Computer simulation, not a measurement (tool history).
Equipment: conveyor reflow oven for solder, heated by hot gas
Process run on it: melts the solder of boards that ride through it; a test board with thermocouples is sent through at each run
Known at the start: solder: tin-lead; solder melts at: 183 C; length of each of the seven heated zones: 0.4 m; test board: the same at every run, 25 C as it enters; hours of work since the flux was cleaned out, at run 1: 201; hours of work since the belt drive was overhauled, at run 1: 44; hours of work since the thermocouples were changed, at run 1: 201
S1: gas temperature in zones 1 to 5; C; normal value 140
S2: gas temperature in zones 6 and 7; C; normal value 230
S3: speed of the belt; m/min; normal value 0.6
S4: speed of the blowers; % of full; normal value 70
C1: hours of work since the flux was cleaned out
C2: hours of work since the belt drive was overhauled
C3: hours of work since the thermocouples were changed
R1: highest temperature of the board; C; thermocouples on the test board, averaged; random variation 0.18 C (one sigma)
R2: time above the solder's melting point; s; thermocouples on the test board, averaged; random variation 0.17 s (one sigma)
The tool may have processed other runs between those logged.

run 1 day=0 | S1=140 S2=230 S3=0.6 S4=70 | C1=201 C2=44 C3=201 | R1=214.4 R2=58.1
run 2 day=0.633 | S1=140 S2=230 S3=0.6 S4=85 | C1=208 C2=51 C3=208 | R1=218.3 R2=62.6
run 3 day=1.188 | S1=140 S2=230 S3=0.6 S4=85 | C1=214 C2=57 C3=214 | R1=218.4 R2=62.5
run 4 day=1.771 | S1=140 S2=230 S3=0.6 S4=73 | C1=221 C2=63 C3=221 | R1=215.2 R2=58.9
run 5 day=2.217 | S1=141 S2=230 S3=0.6 S4=70 | C1=226 C2=68 C3=226 | R1=214.5 R2=58.7
run 6 day=2.692 | S1=140 S2=230 S3=0.616 S4=70 | C1=231 C2=73 C3=231 | R1=213.3 R2=55.8
run 7 day=3.075 | S1=140 S2=230 S3=0.616 S4=70 | C1=235 C2=78 C3=235 | R1=213.2 R2=55.3
-- day=3.775 flux residue cleaned out of gas plates and filters
run 8 day=3.779 | S1=140 S2=230 S3=0.6 S4=70 | C1=0 C2=83 C3=241 | R1=214.6 R2=58.2
run 9 day=4.079 | S1=140 S2=222 S3=0.6 S4=70 | C1=3 C2=86 C3=244 | R1=207.5 R2=51.9
run 10 day=4.504 | S1=140 S2=230 S3=0.6 S4=70 | C1=8 C2=91 C3=249 | R1=214.6 R2=58
run 11 day=5.162 | S1=140 S2=230 S3=0.6 S4=70 | C1=15 C2=98 C3=256 | R1=214.4 R2=58
run 12 day=5.538 | S1=140 S2=230 S3=0.6 S4=70 | C1=20 C2=103 C3=260 | R1=214 R2=58
run 13 day=6.062 | S1=140 S2=230 S3=0.6 S4=70 | C1=25 C2=108 C3=266 | R1=214.3 R2=58.2
run 14 day=6.375 | S1=140 S2=230 S3=0.6 S4=70 | C1=29 C2=112 C3=269 | R1=214.1 R2=58.1
run 15 day=6.758 | S1=140 S2=230 S3=0.6 S4=70 | C1=33 C2=116 C3=274 | R1=214.1 R2=58.2
run 16 day=7.204 | S1=140 S2=230 S3=0.6 S4=70 | C1=38 C2=121 C3=279 | R1=214.2 R2=58
run 17 day=7.571 | S1=136 S2=230 S3=0.6 S4=70 | C1=42 C2=125 C3=283 | R1=213.8 R2=56
run 18 day=7.946 | S1=140 S2=230 S3=0.559 S4=70 | C1=46 C2=129 C3=287 | R1=216 R2=64.5
run 19 day=8.225 | S1=126 S2=230 S3=0.524 S4=70 | C1=49 C2=132 C3=290 | R1=215.6 R2=63.6
run 20 day=8.704 | S1=140 S2=223 S3=0.6 S4=84 | C1=55 C2=138 C3=295 | R1=212.1 R2=57.7
run 21 day=9.233 | S1=130 S2=234 S3=0.69 S4=66 | C1=61 C2=144 C3=301 | R1=209.2 R2=41.6
run 22 day=9.554 | S1=130 S2=234 S3=0.69 S4=66 | C1=64 C2=147 C3=305 | R1=208.8 R2=41.7
run 23 day=9.829 | S1=140 S2=242 S3=0.598 S4=70 | C1=67 C2=150 C3=308 | R1=225 R2=66
run 24 day=10.138 | S1=125 S2=230 S3=0.578 S4=70 | C1=71 C2=154 C3=311 | R1=213 R2=54
run 25 day=10.792 | S1=146 S2=222 S3=0.578 S4=70 | C1=78 C2=161 C3=318 | R1=209.7 R2=59
run 26 day=11.092 | S1=146 S2=222 S3=0.578 S4=70 | C1=81 C2=164 C3=322 | R1=209.7 R2=58.8
run 27 day=11.383 | S1=146 S2=222 S3=0.578 S4=70 | C1=84 C2=167 C3=325 | R1=209.3 R2=58.5

For run 28, what comes out?
run 28 day=11.867 | S1=131 S2=239 S3=0.718 S4=56 | C1=90 C2=173 C3=330 | R1=? R2=?

R1: 205.5 C
R2: 36.1 s
On a tool with no hidden condition, and with the same random variation, this run would have come out at R1 205.5 C, R2 36.1 s.

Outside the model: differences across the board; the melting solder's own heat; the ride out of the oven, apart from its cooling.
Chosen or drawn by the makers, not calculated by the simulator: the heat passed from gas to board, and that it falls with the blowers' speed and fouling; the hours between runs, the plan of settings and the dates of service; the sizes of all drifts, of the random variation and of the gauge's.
